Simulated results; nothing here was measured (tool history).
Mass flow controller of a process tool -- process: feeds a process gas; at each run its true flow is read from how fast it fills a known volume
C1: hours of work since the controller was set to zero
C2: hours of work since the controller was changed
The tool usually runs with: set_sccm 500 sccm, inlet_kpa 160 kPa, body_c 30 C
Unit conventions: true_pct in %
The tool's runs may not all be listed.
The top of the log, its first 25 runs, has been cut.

Run 26, hour 9251.2: usual settings but body_c 33 C; C1 2574; C2 9348. Result: true_pct 98.52 %.
Run 27, hour 9599.7: usual settings but inlet_kpa 243 kPa, body_c 33 C; C1 2746; C2 9520. Result: true_pct 99.26 %.
Run 28, hour 9808: usual settings but set_sccm 744 sccm, inlet_kpa 201 kPa, body_c 39 C; C1 2849; C2 9623. Result: true_pct 100.16 %.
Run 29, hour 10032.3: usual settings but set_sccm 936 sccm, inlet_kpa 142 kPa, body_c 38 C; C1 2960; C2 9733. Result: true_pct 100.02 %.
Run 30, hour 10291.6: usual settings but set_sccm 936 sccm, inlet_kpa 142 kPa, body_c 38 C; C1 3088; C2 9861. Result: true_pct 99.96 %.
Run 31, hour 10726.6: usual settings but set_sccm 454 sccm, inlet_kpa 206 kPa, body_c 21 C; C1 3303; C2 10076. Result: true_pct 98.18 %.
Run 32, hour 11022: usual settings but set_sccm 454 sccm, inlet_kpa 206 kPa, body_c 21 C; C1 3449; C2 10222. Result: true_pct 98.15 %.
Run 33, hour 11298.2: usual settings but body_c 20 C; C1 3585; C2 10358. Result: true_pct 97.89 %.
Run 34, hour 11772.7: usual settings but set_sccm 132 sccm, inlet_kpa 275 kPa, body_c 40 C; C1 3819; C2 10593. Result: true_pct 98.66 %.
Run 35, hour 12142.9: usual settings but set_sccm 132 sccm, inlet_kpa 275 kPa, body_c 40 C; C1 4002; C2 10776. Result: true_pct 98.57 %.
Run 36, hour 12352.7: usual settings but set_sccm 132 sccm, inlet_kpa 275 kPa, body_c 40 C; C1 4106; C2 10879. Result: true_pct 98.4 %.
Run 37, hour 12700.6: usual settings but set_sccm 423 sccm, inlet_kpa 156 kPa, body_c 36 C; C1 4277; C2 11051. Result: true_pct 98.45 %.
Run 38, hour 12971: usual settings but set_sccm 459 sccm, inlet_kpa 230 kPa; C1 4411; C2 11184. Result: true_pct 98.91 %.
Run 39, hour 13302.6: usual settings but set_sccm 459 sccm, inlet_kpa 230 kPa; C1 4575; C2 11348. Result: true_pct 98.87 %.
Run 40, hour 13794.8: usual settings but inlet_kpa 174 kPa, body_c 20 C; C1 4818; C2 11591. Result: true_pct 97.98 %.
Run 41, hour 14126.7: usual settings but inlet_kpa 174 kPa, body_c 24 C; C1 4982; C2 11755. Result: true_pct 98.13 %.
Run 42, hour 14394.7: usual settings but inlet_kpa 174 kPa, body_c 24 C; C1 5114; C2 11887. Result: true_pct 98.2 %.
Run 43, hour 14653.8: usual settings but inlet_kpa 174 kPa, body_c 24 C; C1 5242; C2 12015. Result: true_pct 98.09 %.
Run 44, hour 14866.5: usual settings but set_sccm 996 sccm, body_c 34 C; C1 5347; C2 12120. Result: true_pct 100.15 %.
Run 45, hour 15119.4: usual settings but set_sccm 441 sccm, inlet_kpa 216 kPa, body_c 26 C; C1 5472; C2 12245. Result: true_pct 98.38 %.
Run 46, hour 15433.3: usual settings but set_sccm 932 sccm, inlet_kpa 156 kPa, body_c 28 C; C1 5627; C2 12400. Result: true_pct 99.57 %.
At hour 15643.4: controller exchanged for a calibrated one.
Run 47, hour 15651.3: usual settings but set_sccm 932 sccm, inlet_kpa 156 kPa, body_c 28 C; C1 4; C2 4. Result: true_pct 99.59 %.
Run 48, hour 15946.8: usual settings but set_sccm 932 sccm, inlet_kpa 156 kPa, body_c 28 C; C1 150; C2 150. Result: true_pct 99.56 %.
Run 49, hour 16171.2: usual settings but set_sccm 160 sccm, inlet_kpa 187 kPa, body_c 28 C; C1 261; C2 261. Result: true_pct 97.48 %.

Below are 3 alternative next runs, each starting from the tool's condition after run 49. Predict each:
Run A, hour 16459.8: usual settings but set_sccm 256 sccm, inlet_kpa 157 kPa, body_c 35 C; C1 403; C2 403. Result: true_pct ?.
Run B, hour 16459.8: usual settings but set_sccm 161 sccm, inlet_kpa 214 kPa, body_c 29 C; C1 403; C2 403. Result: true_pct ?.
Run C, hour 16459.8: usual settings but set_sccm 160 sccm, inlet_kpa 187 kPa, body_c 22 C; C1 403; C2 403. Result: true_pct ?.

run  true_pct
  A     97.83
  B     97.57
  C     96.98
With the hidden condition removed and each run's random variation left untouched, the same runs would have given:
run  true_pct
  A     97.84
  B     97.57
  C     96.98

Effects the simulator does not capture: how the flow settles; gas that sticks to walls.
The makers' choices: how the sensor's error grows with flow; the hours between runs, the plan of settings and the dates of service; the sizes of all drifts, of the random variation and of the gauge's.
